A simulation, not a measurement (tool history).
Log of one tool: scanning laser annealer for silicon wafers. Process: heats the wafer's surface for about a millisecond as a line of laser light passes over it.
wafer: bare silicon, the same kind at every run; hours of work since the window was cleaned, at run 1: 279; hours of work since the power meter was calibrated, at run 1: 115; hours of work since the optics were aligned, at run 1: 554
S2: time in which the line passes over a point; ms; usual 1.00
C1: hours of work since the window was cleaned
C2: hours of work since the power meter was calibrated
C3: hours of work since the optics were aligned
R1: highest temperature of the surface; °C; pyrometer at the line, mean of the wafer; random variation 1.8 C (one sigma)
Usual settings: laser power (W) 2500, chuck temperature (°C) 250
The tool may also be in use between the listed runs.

{"run": 1, "hour": 0.0, "laser power (W)": 2500, "S2": 1.0, "chuck temperature (°C)": 250, "C1": 279, "C2": 115, "C3": 554, "R1": 1007}
{"run": 2, "hour": 9.4, "laser power (W)": 2500, "S2": 1.0, "chuck temperature (°C)": 250, "C1": 285, "C2": 120, "C3": 560, "R1": 1005}
{"run": 3, "hour": 16.6, "laser power (W)": 2500, "S2": 1.0, "chuck temperature (°C)": 250, "C1": 289, "C2": 125, "C3": 565, "R1": 1005}
{"run": 4, "hour": 23.5, "laser power (W)": 2500, "S2": 1.0, "chuck temperature (°C)": 250, "C1": 293, "C2": 129, "C3": 569, "R1": 1008}
{"run": 5, "hour": 30.6, "laser power (W)": 2500, "S2": 1.0, "chuck temperature (°C)": 250, "C1": 298, "C2": 133, "C3": 573, "R1": 1004}
{"run": 6, "hour": 38.9, "laser power (W)": 2500, "S2": 1.0, "chuck temperature (°C)": 281, "C1": 303, "C2": 138, "C3": 578, "R1": 1038}
{"run": 7, "hour": 46.7, "laser power (W)": 2500, "S2": 1.0, "chuck temperature (°C)": 286, "C1": 307, "C2": 143, "C3": 583, "R1": 1044}
{"run": 8, "hour": 54.9, "laser power (W)": 2500, "S2": 1.0, "chuck temperature (°C)": 286, "C1": 312, "C2": 148, "C3": 588, "R1": 1045}
{"run": 9, "hour": 62.5, "laser power (W)": 2500, "S2": 1.0, "chuck temperature (°C)": 286, "C1": 317, "C2": 153, "C3": 593, "R1": 1041}
{"run": 10, "hour": 67.6, "laser power (W)": 2500, "S2": 1.0, "chuck temperature (°C)": 286, "C1": 320, "C2": 156, "C3": 596, "R1": 1042}
{"run": 11, "hour": 77.6, "laser power (W)": 2500, "S2": 1.0, "chuck temperature (°C)": 286, "C1": 326, "C2": 162, "C3": 602, "R1": 1042}
{"run": 12, "hour": 87.0, "laser power (W)": 2500, "S2": 1.0, "chuck temperature (°C)": 286, "C1": 332, "C2": 168, "C3": 608, "R1": 1041}
{"run": 13, "hour": 94.6, "laser power (W)": 2500, "S2": 1.0, "chuck temperature (°C)": 286, "C1": 337, "C2": 172, "C3": 612, "R1": 1045}
{"run": 14, "hour": 101.8, "laser power (W)": 2500, "S2": 1.0, "chuck temperature (°C)": 250, "C1": 341, "C2": 177, "C3": 617, "R1": 1001}
{"run": 15, "hour": 108.5, "laser power (W)": 2500, "S2": 1.0, "chuck temperature (°C)": 250, "C1": 345, "C2": 181, "C3": 621, "R1": 1003}
{"run": 16, "hour": 114.1, "laser power (W)": 2500, "S2": 1.1, "chuck temperature (°C)": 250, "C1": 349, "C2": 184, "C3": 624, "R1": 1038}
{"run": 17, "hour": 121.4, "laser power (W)": 2500, "S2": 1.1, "chuck temperature (°C)": 250, "C1": 353, "C2": 189, "C3": 629, "R1": 1037}
{"run": 18, "hour": 128.9, "laser power (W)": 2500, "S2": 1.1, "chuck temperature (°C)": 250, "C1": 358, "C2": 193, "C3": 633, "R1": 1038}
{"hour": 134.5, "done": "optics aligned, line set to its width"}
{"run": 19, "hour": 144.5, "laser power (W)": 2500, "S2": 1.0, "chuck temperature (°C)": 217, "C1": 364, "C2": 200, "C3": 6, "R1": 968}
{"run": 20, "hour": 152.4, "laser power (W)": 2500, "S2": 1.0, "chuck temperature (°C)": 217, "C1": 369, "C2": 205, "C3": 11, "R1": 970}
{"run": 21, "hour": 161.4, "laser power (W)": 2500, "S2": 1.0, "chuck temperature (°C)": 217, "C1": 375, "C2": 210, "C3": 17, "R1": 966}
{"run": 22, "hour": 172.1, "laser power (W)": 2525, "S2": 0.86, "chuck temperature (°C)": 217, "C1": 381, "C2": 217, "C3": 23, "R1": 926}
{"hour": 179.4, "done": "optics aligned, line set to its width, once more"}
{"run": 23, "hour": 183.4, "laser power (W)": 2684, "S2": 0.86, "chuck temperature (°C)": 216, "C1": 385, "C2": 221, "C3": 2, "R1": 972}
{"run": 24, "hour": 188.4, "laser power (W)": 2288, "S2": 0.85, "chuck temperature (°C)": 247, "C1": 388, "C2": 224, "C3": 6, "R1": 892}
{"run": 25, "hour": 197.2, "laser power (W)": 2288, "S2": 0.85, "chuck temperature (°C)": 247, "C1": 393, "C2": 229, "C3": 11, "R1": 890}
{"run": 26, "hour": 207.4, "laser power (W)": 2288, "S2": 0.85, "chuck temperature (°C)": 247, "C1": 400, "C2": 235, "C3": 17, "R1": 894}
{"run": 27, "hour": 214.8, "laser power (W)": 2498, "S2": 0.82, "chuck temperature (°C)": 286, "C1": 404, "C2": 240, "C3": 22, "R1": 974}
{"run": 28, "hour": 220.6, "laser power (W)": 2691, "S2": 1.17, "chuck temperature (°C)": 265, "C1": 408, "C2": 243, "C3": 25, "R1": 1137}
{"run": 29, "hour": 228.5, "laser power (W)": 2189, "S2": 1.14, "chuck temperature (°C)": 266, "C1": 413, "C2": 248, "C3": 30, "R1": 971}
{"run": 30, "hour": 233.3, "laser power (W)": 2189, "S2": 1.14, "chuck temperature (°C)": 266, "C1": 416, "C2": 251, "C3": 33, "R1": 972}
{"run": 31, "hour": 238.7, "laser power (W)": 2189, "S2": 1.14, "chuck temperature (°C)": 266, "C1": 419, "C2": 255, "C3": 36, "R1": 972}

The next listed run, before its measurement:
{"run": 32, "hour": 246.4, "laser power (W)": 2189, "S2": 1.14, "chuck temperature (°C)": 266, "C1": 424, "C2": 259, "C3": 41, "R1": "?"}

R1: 967 °C
Without the tool's hidden state the same run would have given R1 984 °C.
